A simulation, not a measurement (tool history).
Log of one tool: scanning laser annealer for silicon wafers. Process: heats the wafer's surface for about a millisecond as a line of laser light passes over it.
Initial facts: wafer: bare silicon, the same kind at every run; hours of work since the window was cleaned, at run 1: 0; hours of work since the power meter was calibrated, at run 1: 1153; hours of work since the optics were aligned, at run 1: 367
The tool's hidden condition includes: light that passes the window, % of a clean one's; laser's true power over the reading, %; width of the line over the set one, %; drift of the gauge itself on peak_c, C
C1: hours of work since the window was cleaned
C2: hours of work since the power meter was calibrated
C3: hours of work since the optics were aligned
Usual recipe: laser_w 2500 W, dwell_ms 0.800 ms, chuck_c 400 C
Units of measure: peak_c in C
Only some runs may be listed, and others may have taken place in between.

Run 1, day 0.000: usual settings; C1 0; C2 1153; C3 367. Result: peak_c 1192 C.
Run 2, day 2.846: usual settings; C1 44; C2 1197; C3 411. Result: peak_c 1193 C.
Run 3, day 5.346: usual settings; C1 84; C2 1236; C3 451. Result: peak_c 1190 C.
Run 4, day 6.704: usual settings; C1 105; C2 1257; C3 472. Result: peak_c 1186 C.
Run 5, day 9.446: usual settings but laser_w 2670 W; C1 148; C2 1300; C3 515. Result: peak_c 1235 C.
At day 9.742: laser's power meter calibrated.
Run 6, day 12.342: usual settings; C1 191; C2 41; C3 558. Result: peak_c 1177 C.
Run 7, day 15.250: usual settings; C1 236; C2 86; C3 603. Result: peak_c 1175 C.
Run 8, day 16.696: usual settings; C1 259; C2 109; C3 626. Result: peak_c 1171 C.
Run 9, day 18.725: usual settings but laser_w 2390 W; C1 291; C2 140; C3 658. Result: peak_c 1136 C.
Run 10, day 21.171: usual settings but laser_w 2135 W; C1 329; C2 179; C3 696. Result: peak_c 1056 C.

Run 11 comes next. What will it give?
Run 11, day 23.292: usual settings but laser_w 2493 W, dwell_ms 0.965 ms, chuck_c 415 C; C1 362; C2 212; C3 729. Result: peak_c ?.

{"run 11": {"peak_c": 1251}}
Had the tool carried no hidden state, the very same run would have given peak_c 1298 C.
